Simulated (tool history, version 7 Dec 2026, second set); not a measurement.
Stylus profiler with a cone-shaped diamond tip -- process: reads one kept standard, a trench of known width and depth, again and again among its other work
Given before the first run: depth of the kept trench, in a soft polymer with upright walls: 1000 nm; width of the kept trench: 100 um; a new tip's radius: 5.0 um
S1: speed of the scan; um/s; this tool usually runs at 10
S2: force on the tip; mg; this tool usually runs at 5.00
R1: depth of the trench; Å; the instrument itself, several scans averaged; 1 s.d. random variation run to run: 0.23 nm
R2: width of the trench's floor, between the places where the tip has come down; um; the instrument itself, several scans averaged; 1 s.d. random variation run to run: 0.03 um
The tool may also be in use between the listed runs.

| run | hour | S1 | S2 | R1 | R2 |
|---|---|---|---|---|---|
| 1 | 0.0 | 10 | 5.00 | 10087.5 | 93.65 |
| 2 | 78.1 | 10 | 5.00 | 10087.5 | 93.70 |
| 3 | 148.3 | 10 | 5.00 | 10086.9 | 93.66 |
| 4 | 246.2 | 10 | 8.75 | 10133.8 | 93.62 |
| 5 | 348.9 | 10 | 8.75 | 10133.3 | 93.64 |
| 6 | 431.7 | 10 | 14.20 | 10198.4 | 93.59 |
| 7 | 493.8 | 10 | 14.20 | 10198.1 | 93.59 |
| 8 | 544.9 | 10 | 5.00 | 10072.6 | 93.53 |
| 9 | 617.3 | 10 | 5.00 | 10069.1 | 93.53 |
| 10 | 671.4 | 10 | 5.00 | 10069.1 | 93.50 |
| 11 | 758.5 | 10 | 5.00 | 10071.5 | 93.42 |
| 12 | 851.1 | 10 | 5.00 | 10068.6 | 93.43 |
| 13 | 941.1 | 10 | 5.00 | 10066.2 | 93.42 |
| 14 | 1025.7 | 10 | 5.00 | 10064.8 | 93.38 |
|  | 1079.4 | height scale calibrated on a step standard |
| 15 | 1082.0 | 10 | 8.81 | 10076.5 | 93.38 |
| 16 | 1150.8 | 10 | 5.00 | 10023.7 | 93.39 |
| 17 | 1204.1 | 10 | 5.00 | 10021.7 | 93.34 |
| 18 | 1305.2 | 10 | 5.00 | 10018.2 | 93.26 |
|  | 1352.6 | height scale calibrated on a step standard, once more |
| 19 | 1396.4 | 10 | 5.00 | 10116.1 | 93.23 |
| 20 | 1440.5 | 10 | 5.00 | 10114.2 | 93.25 |
| 21 | 1538.9 | 10 | 2.34 | 10068.6 | 93.23 |
| 22 | 1607.5 | 10 | 2.34 | 10062.6 | 93.22 |
| 23 | 1652.8 | 10 | 5.00 | 10112.5 | 93.20 |
| 24 | 1700.9 | 10 | 5.00 | 10113.9 | 93.18 |
| 25 | 1772.0 | 35 | 5.00 | 10109.5 | 93.09 |
| 26 | 1855.3 | 5 | 3.35 | 10078.0 | 93.18 |
| 27 | 1907.4 | 5 | 3.35 | 10078.6 | 93.22 |
| 28 | 1974.4 | 5 | 3.35 | 10077.7 | 93.16 |
| 29 | 2043.6 | 5 | 3.35 | 10071.1 | 93.13 |
| 30 | 2101.3 | 7 | 5.28 | 10108.4 | 93.07 |
| 31 | 2194.0 | 4 | 6.77 | 10123.3 | 93.04 |
| 32 | 2288.0 | 20 | 4.09 | 10081.8 | 92.98 |
| 33 | 2375.2 | 20 | 4.09 | 10081.0 | 92.95 |
| 34 | 2419.7 | 3 | 1.94 | 10039.8 | 93.00 |
| 35 | 2468.8 | 4 | 6.84 | 10120.0 | 92.99 |
| 36 | 2518.2 | 11 | 6.31 | 10109.4 | 92.99 |
| 37 | 2573.6 | 10 | 8.72 | 10143.6 | 93.00 |
| 38 | 2633.9 | 10 | 8.72 | 10143.6 | 92.96 |
| 39 | 2729.3 | 10 | 8.72 | 10137.3 | 92.89 |
| 40 | 2833.5 | 3 | 5.22 | 10087.6 | 92.93 |
| 41 | 2879.8 | 3 | 5.22 | 10083.3 | 92.86 |
| 42 | 2961.2 | 10 | 6.13 | 10096.6 | 92.84 |
| 43 | 3059.8 | 10 | 6.13 | 10095.2 | 92.80 |
| 44 | 3119.6 | 4 | 1.67 | 10011.0 | 92.77 |
| 45 | 3176.5 | 10 | 2.50 | 10033.9 | 92.71 |
| 46 | 3264.4 | 8 | 1.72 | 10014.6 | 92.71 |

Alternative continuations, all from the tool just after run 46; predict every row:
| A | 3326.4 | 3 | 3.46 | ? | ? |
| B | 3326.4 | 10 | 4.10 | ? | ? |
| C | 3326.4 | 8 | 2.03 | ? | ? |

| run | R1 | R2 |
|---|---|---|
| A | 10045.3 | 92.78 |
| B | 10057.9 | 92.74 |
| C | 10020.4 | 92.68 |
Without the tool's unlogged condition, the same runs would have read:
| run | R1 | R2 |
|---|---|---|
| A | 10093.4 | 94.02 |
| B | 10106.1 | 93.98 |
| C | 10068.5 | 93.92 |
